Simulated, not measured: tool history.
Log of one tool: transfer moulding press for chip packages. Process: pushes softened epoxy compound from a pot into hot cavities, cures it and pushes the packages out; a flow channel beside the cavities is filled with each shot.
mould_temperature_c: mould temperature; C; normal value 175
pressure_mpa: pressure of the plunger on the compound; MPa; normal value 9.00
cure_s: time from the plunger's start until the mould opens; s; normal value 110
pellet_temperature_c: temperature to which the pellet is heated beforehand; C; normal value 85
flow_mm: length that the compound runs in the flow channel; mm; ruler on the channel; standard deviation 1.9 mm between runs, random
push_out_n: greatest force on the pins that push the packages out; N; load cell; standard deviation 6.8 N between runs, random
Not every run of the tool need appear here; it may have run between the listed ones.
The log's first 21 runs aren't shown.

| run | hour | mould_temperature_c | pressure_mpa | cure_s | pellet_temperature_c | incoming compound's hours out of the cold store | flow_mm | push_out_n |
|---|---|---|---|---|---|---|---|---|
| 22 | 216.0 | 175 | 9.00 | 128 | 85 | 20.2 | 531 | 439 |
| 23 | 222.8 | 175 | 9.00 | 128 | 85 | 20.6 | 529 | 429 |
| 24 | 232.5 | 177 | 8.90 | 95 | 92 | 17.0 | 530 | 586 |
|  | 244.1 | cavities cleaned with cleaning compound and waxed |
| 25 | 244.7 | 168 | 8.90 | 95 | 92 | 27.9 | 531 | 624 |
| 26 | 253.0 | 177 | 10.15 | 104 | 83 | 25.0 | 543 | 343 |
|  | 258.7 | plunger's sealing rings changed |
| 27 | 266.3 | 177 | 10.15 | 104 | 83 | 42.8 | 519 | 392 |
| 28 | 274.2 | 175 | 10.30 | 110 | 85 | 46.4 | 524 | 437 |
| 29 | 287.5 | 181 | 7.54 | 110 | 84 | 25.8 | 475 | 394 |
| 30 | 298.4 | 175 | 9.00 | 101 | 84 | 18.5 | 553 | 568 |

3 ways to go on from here, each from the tool as it stands after run 30. What would each give?
| A | 310.6 | 175 | 10.03 | 128 | 78 | 25.3 | ? | ? |
| B | 310.6 | 179 | 7.24 | 101 | 84 | 33.4 | ? | ? |
| C | 310.6 | 168 | 9.00 | 101 | 84 | 41.9 | ? | ? |

| run | flow_mm | push_out_n |
|---|---|---|
| A | 562 | 463 |
| B | 449 | 488 |
| C | 517 | 950 |
The same runs, with their run-to-run variation unchanged, on a tool lacking any hidden condition would have given:
| run | flow_mm | push_out_n |
|---|---|---|
| A | 564 | 252 |
| B | 451 | 263 |
| C | 518 | 497 |

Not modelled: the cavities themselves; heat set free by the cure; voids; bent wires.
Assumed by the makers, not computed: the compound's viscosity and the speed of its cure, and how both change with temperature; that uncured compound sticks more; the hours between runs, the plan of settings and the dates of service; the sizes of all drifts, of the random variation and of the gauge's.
